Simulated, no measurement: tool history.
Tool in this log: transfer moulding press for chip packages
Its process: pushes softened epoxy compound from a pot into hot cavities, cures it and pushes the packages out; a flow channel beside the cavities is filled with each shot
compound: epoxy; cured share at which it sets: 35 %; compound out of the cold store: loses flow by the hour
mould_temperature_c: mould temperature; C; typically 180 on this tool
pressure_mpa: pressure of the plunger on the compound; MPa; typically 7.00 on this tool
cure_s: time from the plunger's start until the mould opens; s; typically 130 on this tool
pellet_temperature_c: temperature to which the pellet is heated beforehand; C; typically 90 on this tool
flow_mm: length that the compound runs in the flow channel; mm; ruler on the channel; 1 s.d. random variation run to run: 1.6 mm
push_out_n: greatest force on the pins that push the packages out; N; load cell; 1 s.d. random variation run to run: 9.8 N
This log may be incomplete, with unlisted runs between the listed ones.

run,hour,mould_temperature_c,pressure_mpa,cure_s,pellet_temperature_c,incoming compound's hours out of the cold store,flow_mm,push_out_n
1,0.0,180,7.00,130,90,12.4,570,624
2,6.4,180,7.00,130,90,14.3,565,669
3,15.4,180,7.00,130,90,11.2,573,681
4,25.6,180,7.00,130,90,9.3,574,699
5,34.1,180,7.00,130,90,40.4,521,742
6,42.1,180,7.00,130,90,32.0,536,736
7,49.1,180,7.00,130,90,12.1,569,741
8,60.5,180,7.00,130,90,28.4,538,732
9,66.6,180,7.00,138,90,37.2,527,713
# hour 68.9: cavities cleaned with cleaning compound and waxed
10,72.9,180,7.00,138,97,21.2,554,849
11,78.2,182,7.00,140,90,8.6,570,837

Estimate the outcome of run 12 from the log above:
12,88.1,173,7.36,130,84,28.0,?,?

flow_mm: 567 mm
push_out_n: 1283 N
Minus the tool's unlogged condition, the same run would have read flow_mm 573 mm, push_out_n 644 N.

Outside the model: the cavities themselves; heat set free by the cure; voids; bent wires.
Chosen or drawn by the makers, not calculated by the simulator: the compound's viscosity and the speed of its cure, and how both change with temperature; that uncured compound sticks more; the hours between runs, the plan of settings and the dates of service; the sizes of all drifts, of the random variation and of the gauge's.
